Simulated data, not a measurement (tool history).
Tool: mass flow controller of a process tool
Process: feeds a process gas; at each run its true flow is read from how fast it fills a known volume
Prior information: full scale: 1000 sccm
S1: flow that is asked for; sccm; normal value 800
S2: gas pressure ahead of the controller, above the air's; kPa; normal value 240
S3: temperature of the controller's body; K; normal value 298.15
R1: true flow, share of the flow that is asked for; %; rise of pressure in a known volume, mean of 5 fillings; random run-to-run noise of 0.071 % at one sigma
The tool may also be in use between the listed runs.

run     hour   S1   S2      S3      R1
  1      0.0  800  240  298.15   99.73
  2    228.2  800  240  298.15   99.92
  3    515.2  800  240  306.15   99.79
  4    815.7  800  240  306.15   99.90
  5   1093.3  431  240  298.15   99.29
  6   1339.0  431  240  298.15   99.42
  7   1576.5  425  240  298.15   99.39
  8   1791.3  425  240  298.15   99.38
  9   2142.0  425  168  298.15   99.16
 10   2391.9  425  168  299.15   99.14
 11   2613.2  800  240  308.15  100.32
 12   2758.6  800  240  308.15  100.33
 13   3105.3  568  240  298.15  100.19
 14   3338.2  568  240  298.15  100.22
 15   3538.7  568  240  298.15  100.37
 16   3890.7  800  278  298.15  101.15
 17   4216.2  800  169  298.15  100.70
 18   4424.0  800  169  293.15  100.70
 19   4744.8  800  176  298.15  100.84
 20   5061.2  800  240  293.15  101.34
 21   5257.2  780  240  298.15  101.19
 22   5601.1  800  240  298.15  101.29
 23   5767.8  800  240  298.15  101.32
 24   6121.6  800  240  298.15  101.58
 25   6319.4  671  218  298.15  101.13
 26   6496.7  143  215  297.15   98.26
 27   6643.5  800  268  294.15  101.87
 28   6975.3  800  206  312.15  100.98
      7224.4  -- controller's zero set anew
 29   7288.0  800  206  312.15  101.54
 30   7523.5  800  206  312.15  101.81
 31   7726.6  357  206  311.15  100.73
 32   7887.2  216  157  298.15  100.58
 33   8089.3  216  157  298.15  100.47
 34   8449.3  216  217  298.15  100.75
 35   8681.9  216  236  298.15  101.09
 36   8878.5  172  230  300.15  100.69
 37   9217.4  800  240  309.15  102.30
 38   9499.7  112  223  308.15   99.95
 39   9847.3  112  149  299.15   99.72
 40  10103.5  506  149  299.15  101.66
 41  10273.2  815  219  302.15  102.76
 42  10618.3  343  219  302.15  101.65
 43  10770.9  343  219  302.15  101.62
 44  10955.2  343  219  302.15  101.77
 45  11120.0  647  219  302.15  102.60
 46  11281.8  790  147  305.15  102.37
 47  11609.1  284  163  294.15  101.61

Here are 3 independent what-if runs from the current tool condition. What would each one return?
  A  11920.5  719  211  303.15   ?
  B  11920.5  131  162  303.15   ?
  C  11920.5  328  198  302.15   ?

run      R1
  A  102.84
  B  100.02
  C  101.67
Without the tool's unlogged condition, the same runs would have read:
run     R1
  A  99.27
  B  97.91
  C  98.48
